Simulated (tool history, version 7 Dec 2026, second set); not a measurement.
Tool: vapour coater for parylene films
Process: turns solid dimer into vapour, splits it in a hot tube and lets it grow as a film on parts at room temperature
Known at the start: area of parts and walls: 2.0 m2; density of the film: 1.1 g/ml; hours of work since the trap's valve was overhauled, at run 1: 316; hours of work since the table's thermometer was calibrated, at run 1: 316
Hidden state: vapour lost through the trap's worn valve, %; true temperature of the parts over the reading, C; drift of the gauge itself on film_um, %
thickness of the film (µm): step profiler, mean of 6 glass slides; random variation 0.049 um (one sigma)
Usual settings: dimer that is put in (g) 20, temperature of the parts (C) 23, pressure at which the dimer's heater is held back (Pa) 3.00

run    hour  dimer that is put in (g)  temperature of the parts (C)  pressure at which the dimer's heater is held back (Pa)  hours of work since the trap's valve was overhauled  hours of work since the table's thermometer was calibrated  thickness of the film (µm)
  1     0.0                        20                            23                                                    3.00                                                  316                                                         316                        5.32
  2    58.8                        20                            23                                                    3.00                                                  367                                                         367                        5.22
  3    90.3                        20                            23                                                    3.00                                                  394                                                         394                        5.20
  4   144.9                        20                            16                                                    3.00                                                  442                                                         442                        6.51
  5   200.5                        20                            16                                                    3.00                                                  490                                                         490                        6.38
  6   235.8                        20                            16                                                    3.00                                                  521                                                         521                        6.24
      258.2  -- trap's valve overhauled
  7   268.4                        20                            23                                                    3.00                                                    9                                                         546                        5.73
  8   302.5                        20                            23                                                    3.00                                                   39                                                         576                        5.69
  9   340.6                        20                            23                                                    3.00                                                   72                                                         609                        5.73
 10   367.6                        20                            23                                                    3.00                                                   95                                                         632                        5.63
 11   410.8                        20                            23                                                    4.28                                                  133                                                         670                        5.38
 12   448.9                        20                            23                                                    4.28                                                  166                                                         703                        5.30
 13   499.7                        20                            23                                                    4.28                                                  210                                                         747                        5.32
 14   547.7                        20                            23                                                    4.28                                                  252                                                         789                        5.23
 15   580.3                        20                            23                                                    8.99                                                  281                                                         818                        4.64
 16   606.7                        20                            23                                                    8.99                                                  304                                                         841                        4.65
 17   633.8                        20                            23                                                    8.99                                                  327                                                         864                        4.65
 18   667.2                        21                            23                                                    3.00                                                  356                                                         893                        5.60
 19   708.0                        21                            34                                                    3.00                                                  392                                                         929                        4.04
 20   752.7                        21                            34                                                    3.00                                                  431                                                         968                        3.97
 21   805.2                        20                            34                                                    2.34                                                  476                                                        1014                        3.84
      811.5  -- table's thermometer calibrated
 22   858.0                        20                            34                                                    2.34                                                  522                                                          40                        3.96
      879.4  -- trap's valve overhauled
 23   905.0                         8                            23                                                    2.25                                                   22                                                          78                        2.57
 24   946.9                        11                            23                                                    4.23                                                   59                                                         114                        3.17
 25  1001.8                        20                            28                                                    2.14                                                  107                                                         162                        5.35
 26  1041.9                        26                            23                                                    3.97                                                  142                                                         197                        7.53
 27  1074.3                        26                            23                                                    3.97                                                  170                                                         225                        7.28
     1083.5  -- table's thermometer calibrated, once more
 28  1126.6                        16                            17                                                    3.00                                                  214                                                          38                        5.29
 29  1175.1                        19                            17                                                    3.00                                                  257                                                          80                        6.07
 30  1230.9                        12                            23                                                    5.01                                                  305                                                         128                        3.00
 31  1262.2                        17                            25                                                    6.03                                                  333                                                         156                        3.83
 32  1289.6                        17                            25                                                    6.03                                                  356                                                         180                        3.80
 33  1322.5                        17                            25                                                    6.03                                                  385                                                         208                        3.69
 34  1348.8                        17                            25                                                    6.03                                                  408                                                         231                        3.77
 35  1390.9                        15                            17                                                    6.03                                                  445                                                         268                        4.27
 36  1440.8                        30                            30                                                    3.00                                                  488                                                         311                        6.09
 37  1490.4                        18                            31                                                    9.58                                                  531                                                         354                        2.98
     1498.1  -- trap's valve overhauled
 38  1533.0                        25                            20                                                    3.88                                                   30                                                         388                        7.63
 39  1572.0                        25                            16                                                    3.19                                                   64                                                         422                        8.72

The same runs without the tool's hidden state, with the same run-to-run variation:
run  thickness of the film (µm)
  1                        5.67
  2                        5.62
  3                        5.63
  4                        7.11
  5                        7.03
  6                        6.93
  7                        5.64
  8                        5.62
  9                        5.70
 10                        5.62
 11                        5.40
 12                        5.36
 13                        5.42
 14                        5.36
 15                        4.78
 16                        4.82
 17                        4.84
 18                        5.86
 19                        4.25
 20                        4.21
 21                        4.10
 22                        4.15
 23                        2.39
 24                        2.97
 25                        5.06
 26                        7.17
 27                        6.96
 28                        5.55
 29                        6.41
 30                        3.20
 31                        4.10
 32                        4.09
 33                        3.99
 34                        4.10
 35                        4.68
 36                        6.73
 37                        3.32
 38                        7.56
 39                        8.68
